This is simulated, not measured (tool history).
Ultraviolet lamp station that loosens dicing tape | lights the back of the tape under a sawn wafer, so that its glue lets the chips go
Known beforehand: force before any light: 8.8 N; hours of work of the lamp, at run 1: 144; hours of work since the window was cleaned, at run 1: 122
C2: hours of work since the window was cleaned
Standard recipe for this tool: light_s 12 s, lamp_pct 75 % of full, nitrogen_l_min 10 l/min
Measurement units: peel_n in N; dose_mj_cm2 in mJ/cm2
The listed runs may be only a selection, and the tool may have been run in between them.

{"run": 1, "hour": 0.0, "light_s": 12, "lamp_pct": 75, "nitrogen_l_min": 10, "hours of work of the lamp": 144, "C2": 122, "peel_n": 0.495, "dose_mj_cm2": 432}
{"run": 2, "hour": 5.6, "light_s": 12, "lamp_pct": 75, "nitrogen_l_min": 4, "hours of work of the lamp": 147, "C2": 125, "peel_n": 0.871, "dose_mj_cm2": 431}
{"run": 3, "hour": 12.5, "light_s": 12, "lamp_pct": 75, "nitrogen_l_min": 5, "hours of work of the lamp": 151, "C2": 129, "peel_n": 0.744, "dose_mj_cm2": 437}
{"run": 4, "hour": 18.1, "light_s": 12, "lamp_pct": 75, "nitrogen_l_min": 5, "hours of work of the lamp": 154, "C2": 132, "peel_n": 0.738, "dose_mj_cm2": 433}
{"run": 5, "hour": 29.4, "light_s": 12, "lamp_pct": 75, "nitrogen_l_min": 5, "hours of work of the lamp": 160, "C2": 139, "peel_n": 0.747, "dose_mj_cm2": 432}
{"run": 6, "hour": 41.7, "light_s": 12, "lamp_pct": 75, "nitrogen_l_min": 5, "hours of work of the lamp": 167, "C2": 145, "peel_n": 0.764, "dose_mj_cm2": 428}
{"run": 7, "hour": 53.7, "light_s": 12, "lamp_pct": 75, "nitrogen_l_min": 18, "hours of work of the lamp": 174, "C2": 152, "peel_n": 0.386, "dose_mj_cm2": 423}
{"run": 8, "hour": 62.7, "light_s": 12, "lamp_pct": 75, "nitrogen_l_min": 10, "hours of work of the lamp": 179, "C2": 157, "peel_n": 0.502, "dose_mj_cm2": 426}
{"run": 9, "hour": 69.2, "light_s": 12, "lamp_pct": 75, "nitrogen_l_min": 10, "hours of work of the lamp": 182, "C2": 161, "peel_n": 0.507, "dose_mj_cm2": 425}
{"run": 10, "hour": 80.1, "light_s": 12, "lamp_pct": 75, "nitrogen_l_min": 10, "hours of work of the lamp": 189, "C2": 167, "peel_n": 0.501, "dose_mj_cm2": 426}
{"run": 11, "hour": 87.4, "light_s": 12, "lamp_pct": 75, "nitrogen_l_min": 10, "hours of work of the lamp": 193, "C2": 171, "peel_n": 0.513, "dose_mj_cm2": 428}
{"run": 12, "hour": 94.6, "light_s": 12, "lamp_pct": 75, "nitrogen_l_min": 10, "hours of work of the lamp": 197, "C2": 175, "peel_n": 0.523, "dose_mj_cm2": 424}
{"run": 13, "hour": 105.9, "light_s": 8, "lamp_pct": 81, "nitrogen_l_min": 10, "hours of work of the lamp": 203, "C2": 181, "peel_n": 0.975, "dose_mj_cm2": 304}
{"run": 14, "hour": 114.5, "light_s": 9, "lamp_pct": 75, "nitrogen_l_min": 10, "hours of work of the lamp": 208, "C2": 186, "peel_n": 0.924, "dose_mj_cm2": 314}
{"run": 15, "hour": 120.3, "light_s": 9, "lamp_pct": 75, "nitrogen_l_min": 10, "hours of work of the lamp": 211, "C2": 189, "peel_n": 0.908, "dose_mj_cm2": 314}
{"run": 16, "hour": 131.4, "light_s": 12, "lamp_pct": 72, "nitrogen_l_min": 7, "hours of work of the lamp": 217, "C2": 195, "peel_n": 0.729, "dose_mj_cm2": 402}
{"run": 17, "hour": 142.8, "light_s": 12, "lamp_pct": 69, "nitrogen_l_min": 5, "hours of work of the lamp": 223, "C2": 202, "peel_n": 0.912, "dose_mj_cm2": 385}
{"run": 18, "hour": 149.4, "light_s": 9, "lamp_pct": 84, "nitrogen_l_min": 8, "hours of work of the lamp": 227, "C2": 205, "peel_n": 0.839, "dose_mj_cm2": 349}
{"run": 19, "hour": 160.7, "light_s": 7, "lamp_pct": 66, "nitrogen_l_min": 10, "hours of work of the lamp": 233, "C2": 211, "peel_n": 1.744, "dose_mj_cm2": 210}
{"run": 20, "hour": 168.8, "light_s": 13, "lamp_pct": 93, "nitrogen_l_min": 10, "hours of work of the lamp": 238, "C2": 216, "peel_n": 0.313, "dose_mj_cm2": 562}
{"run": 21, "hour": 178.8, "light_s": 13, "lamp_pct": 93, "nitrogen_l_min": 10, "hours of work of the lamp": 243, "C2": 221, "peel_n": 0.321, "dose_mj_cm2": 552}
{"run": 22, "hour": 185.2, "light_s": 19, "lamp_pct": 93, "nitrogen_l_min": 10, "hours of work of the lamp": 247, "C2": 225, "peel_n": 0.227, "dose_mj_cm2": 810}
{"run": 23, "hour": 190.4, "light_s": 19, "lamp_pct": 93, "nitrogen_l_min": 10, "hours of work of the lamp": 250, "C2": 228, "peel_n": 0.228, "dose_mj_cm2": 808}

Same runs, no hidden state in the tool, same run-to-run variation:
The tool's hidden condition here consists of: lamp's light, % of a new lamp's; light that the window lets through, % of a clean one's; drift of the gauge itself on peel_n, %; drift of the gauge itself on dose_mj_cm2, %.
run=1 peel_n=0.428 dose_mj_cm2=467
run=2 peel_n=0.746 dose_mj_cm2=466
run=3 peel_n=0.633 dose_mj_cm2=474
run=4 peel_n=0.625 dose_mj_cm2=470
run=5 peel_n=0.629 dose_mj_cm2=471
run=6 peel_n=0.639 dose_mj_cm2=468
run=7 peel_n=0.331 dose_mj_cm2=464
run=8 peel_n=0.418 dose_mj_cm2=469
run=9 peel_n=0.421 dose_mj_cm2=468
run=10 peel_n=0.413 dose_mj_cm2=471
run=11 peel_n=0.421 dose_mj_cm2=474
run=12 peel_n=0.429 dose_mj_cm2=470
run=13 peel_n=0.79 dose_mj_cm2=339
run=14 peel_n=0.745 dose_mj_cm2=350
run=15 peel_n=0.728 dose_mj_cm2=351
run=16 peel_n=0.579 dose_mj_cm2=452
run=17 peel_n=0.721 dose_mj_cm2=433
run=18 peel_n=0.659 dose_mj_cm2=394
run=19 peel_n=1.436 dose_mj_cm2=238
run=20 peel_n=0.267 dose_mj_cm2=638
run=21 peel_n=0.272 dose_mj_cm2=629
run=22 peel_n=0.219 dose_mj_cm2=925
run=23 peel_n=0.219 dose_mj_cm2=923
